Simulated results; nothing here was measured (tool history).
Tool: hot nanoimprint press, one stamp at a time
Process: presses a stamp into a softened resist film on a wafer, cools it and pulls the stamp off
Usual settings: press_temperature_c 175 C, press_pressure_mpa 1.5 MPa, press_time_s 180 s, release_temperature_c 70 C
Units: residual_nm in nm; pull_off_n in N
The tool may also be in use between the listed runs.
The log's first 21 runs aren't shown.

run,hour,press_temperature_c,press_pressure_mpa,press_time_s,release_temperature_c,hours of work since the thermocouple was calibrated,imprints on the stamp's release coat,hours of work since the press's seals were changed,residual_nm,pull_off_n
22,434.5,187,1.5,350,70,338,508,113,88.1,234
23,462,186,1.07,163,62,350,564,124,141.9,278
24,475.3,175,1.03,180,74,355,591,130,178.3,241
25,487.4,167,1.07,180,74,360,616,135,208.8,237
26,506.2,167,1.07,180,68,368,654,143,208.3,278
27,529.5,175,1.5,108,64,378,701,153,173.2,282
28,547,186,1.41,224,62,385,737,160,109.3,295
29,561.1,175,1.7,111,70,391,766,166,162.4,267
30,586.3,184,2,180,70,402,817,177,101.8,272

Forecast each of these 3 alternatives for the next run:
A,600.9,175,2,266,77,408,847,183,?,?
B,600.9,175,1.5,180,70,408,847,183,?,?
C,600.9,172,2,288,60,408,847,183,?,?

run,residual_nm,pull_off_n
A,111.8,246
B,148.8,277
C,118.8,307
Without the tool's hidden state the same runs would have given:
run,residual_nm,pull_off_n
A,106.3,173
B,142.3,195
C,112.7,217
